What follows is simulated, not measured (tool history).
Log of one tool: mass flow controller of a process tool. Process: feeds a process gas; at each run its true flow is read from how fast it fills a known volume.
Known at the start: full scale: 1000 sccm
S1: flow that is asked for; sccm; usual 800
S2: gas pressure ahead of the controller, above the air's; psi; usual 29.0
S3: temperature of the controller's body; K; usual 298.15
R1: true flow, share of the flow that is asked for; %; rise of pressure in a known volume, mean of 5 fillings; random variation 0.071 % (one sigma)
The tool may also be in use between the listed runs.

Run 1, hour 0.0: usual settings. Result: R1 99.09 %.
Run 2, hour 117.4: usual settings. Result: R1 99.08 %.
Run 3, hour 202.0: usual settings but S2 37.3 psi. Result: R1 98.67 %.
Run 4, hour 343.4: usual settings but S2 37.3 psi. Result: R1 98.72 %.
Run 5, hour 481.7: usual settings. Result: R1 98.96 %.
Run 6, hour 604.2: usual settings. Result: R1 99.08 %.
Run 7, hour 748.9: usual settings. Result: R1 99.04 %.
Run 8, hour 875.3: usual settings. Result: R1 99.05 %.
Run 9, hour 951.5: usual settings. Result: R1 98.97 %.
Run 10, hour 1031.3: usual settings. Result: R1 99.12 %.
Run 11, hour 1168.2: usual settings. Result: R1 99.17 %.
Run 12, hour 1317.9: usual settings. Result: R1 99.26 %.
Run 13, hour 1478.6: usual settings. Result: R1 99.11 %.
Run 14, hour 1558.2: usual settings but S2 21.3 psi. Result: R1 99.51 %.
Run 15, hour 1663.0: usual settings. Result: R1 99.11 %.
Run 16, hour 1794.8: usual settings but S2 22.6 psi, S3 304.15 K. Result: R1 99.58 %.
Run 17, hour 1913.4: usual settings but S2 22.6 psi, S3 304.15 K. Result: R1 99.77 %.
Run 18, hour 1983.8: usual settings but S1 101 sccm, S2 34.2 psi, S3 304.15 K. Result: R1 93.65 %.
Run 19, hour 2075.3: usual settings but S1 101 sccm, S2 28.3 psi, S3 307.15 K. Result: R1 93.86 %.
Run 20, hour 2200.9: usual settings but S1 913 sccm, S2 20.6 psi, S3 300.15 K. Result: R1 99.90 %.
Run 21, hour 2272.1: usual settings but S1 367 sccm, S2 28.0 psi, S3 294.15 K. Result: R1 97.10 %.
Run 22, hour 2427.4: usual settings but S1 367 sccm, S2 28.0 psi, S3 294.15 K. Result: R1 97.04 %.
Run 23, hour 2560.7: usual settings but S1 920 sccm, S2 35.5 psi. Result: R1 99.41 %.
Run 24, hour 2645.7: usual settings but S3 299.15 K. Result: R1 99.26 %.
Run 25, hour 2721.5: usual settings but S1 757 sccm, S2 23.5 psi. Result: R1 99.31 %.
Run 26, hour 2860.5: usual settings but S1 370 sccm, S2 32.8 psi, S3 312.15 K. Result: R1 97.69 %.
Run 27, hour 3004.1: usual settings but S1 178 sccm, S2 24.1 psi, S3 300.15 K. Result: R1 95.22 %.
Run 28, hour 3132.2: usual settings but S1 943 sccm, S2 24.1 psi, S3 296.15 K. Result: R1 99.85 %.
Run 29, hour 3265.9: usual settings but S1 970 sccm, S2 24.1 psi, S3 296.15 K. Result: R1 99.99 %.
Run 30, hour 3354.0: usual settings but S1 173 sccm, S2 24.1 psi, S3 295.15 K. Result: R1 94.67 %.

3 ways to go on from here, each from the tool as it stands after run 30. What would each give?
Run A, hour 3491.9: usual settings but S1 483 sccm, S2 24.1 psi, S3 302.15 K. Result: R1 ?.
Run B, hour 3491.9: usual settings but S1 581 sccm. Result: R1 ?.
Run C, hour 3491.9: usual settings but S3 301.15 K. Result: R1 ?.

run     R1
  A  98.15
  B  98.33
  C  99.31
Without the tool's hidden state the same runs would have given:
run     R1
  A  98.85
  B  98.82
  C  99.51

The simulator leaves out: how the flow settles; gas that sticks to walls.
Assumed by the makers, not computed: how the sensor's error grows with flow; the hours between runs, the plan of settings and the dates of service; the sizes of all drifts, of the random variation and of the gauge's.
